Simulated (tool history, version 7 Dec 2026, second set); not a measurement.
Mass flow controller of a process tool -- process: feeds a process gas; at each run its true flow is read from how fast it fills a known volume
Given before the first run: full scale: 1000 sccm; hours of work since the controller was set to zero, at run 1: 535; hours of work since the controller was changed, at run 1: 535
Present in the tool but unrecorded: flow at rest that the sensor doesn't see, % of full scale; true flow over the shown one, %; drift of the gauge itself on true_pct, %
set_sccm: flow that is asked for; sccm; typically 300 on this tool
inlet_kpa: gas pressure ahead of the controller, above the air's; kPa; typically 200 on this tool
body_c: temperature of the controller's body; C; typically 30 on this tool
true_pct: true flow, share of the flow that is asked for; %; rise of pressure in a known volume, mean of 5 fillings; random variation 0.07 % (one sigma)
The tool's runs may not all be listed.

| run | hour | set_sccm | inlet_kpa | body_c | hours of work since the controller was set to zero | hours of work since the controller was changed | true_pct |
|---|---|---|---|---|---|---|---|
| 1 | 0.0 | 300 | 200 | 30 | 535 | 535 | 99.18 |
| 2 | 262.7 | 300 | 149 | 30 | 706 | 706 | 99.55 |
| 3 | 533.8 | 300 | 200 | 27 | 883 | 883 | 99.36 |
| 4 | 694.4 | 300 | 200 | 30 | 988 | 988 | 99.79 |
| 5 | 879.9 | 300 | 200 | 30 | 1109 | 1109 | 99.72 |
| 6 | 1082.2 | 300 | 200 | 30 | 1241 | 1241 | 99.91 |
| 7 | 1251.9 | 300 | 200 | 30 | 1351 | 1351 | 100.04 |
| 8 | 1418.9 | 300 | 200 | 30 | 1460 | 1460 | 100.11 |
| 9 | 1553.2 | 300 | 200 | 30 | 1548 | 1548 | 100.13 |
| 10 | 1832.8 | 300 | 213 | 30 | 1730 | 1730 | 100.32 |
| 11 | 2089.7 | 300 | 213 | 30 | 1898 | 1898 | 100.41 |
| 12 | 2368.4 | 300 | 213 | 30 | 2080 | 2080 | 100.58 |
| 13 | 2568.7 | 300 | 213 | 22 | 2210 | 2210 | 100.25 |
| 14 | 2773.8 | 300 | 153 | 30 | 2344 | 2344 | 101.12 |
| 15 | 2990.2 | 300 | 200 | 36 | 2485 | 2485 | 101.25 |
| 16 | 3117.8 | 300 | 200 | 36 | 2568 | 2568 | 101.40 |
| 17 | 3266.2 | 300 | 187 | 24 | 2665 | 2665 | 100.89 |
| 18 | 3481.4 | 300 | 200 | 29 | 2805 | 2805 | 101.40 |
|  | 3502.0 | controller's zero set anew |
| 19 | 3701.1 | 185 | 200 | 29 | 130 | 2948 | 103.47 |
| 20 | 3869.7 | 185 | 200 | 29 | 240 | 3058 | 103.51 |
|  | 3984.7 | controller's zero set anew, once more |
| 21 | 4025.0 | 185 | 200 | 29 | 26 | 3159 | 99.62 |
| 22 | 4212.2 | 300 | 200 | 31 | 148 | 3281 | 100.12 |
| 23 | 4401.1 | 146 | 270 | 31 | 271 | 3404 | 99.86 |
| 24 | 4623.5 | 300 | 152 | 28 | 417 | 3549 | 100.50 |
| 25 | 4885.0 | 148 | 267 | 28 | 587 | 3720 | 100.09 |
| 26 | 5041.9 | 273 | 257 | 38 | 689 | 3822 | 100.81 |
| 27 | 5290.5 | 100 | 164 | 37 | 852 | 3984 | 101.81 |

5 options for the next run, each taken on its own from the tool as it stands now. Forecast them:
| A | 5525.0 | 161 | 178 | 30 | 1004 | 4137 | ? |
| B | 5525.0 | 153 | 163 | 37 | 1004 | 4137 | ? |
| C | 5525.0 | 649 | 200 | 29 | 1004 | 4137 | ? |
| D | 5525.0 | 391 | 175 | 30 | 1004 | 4137 | ? |
| E | 5525.0 | 100 | 277 | 34 | 1004 | 4137 | ? |

| run | true_pct |
|---|---|
| A | 101.10 |
| B | 101.58 |
| C | 101.40 |
| D | 101.16 |
| E | 101.46 |
Stripped of hidden state, with their random variation kept, the same runs would have yielded:
| run | true_pct |
|---|---|
| A | 98.09 |
| B | 98.52 |
| C | 99.18 |
| D | 98.77 |
| E | 97.81 |
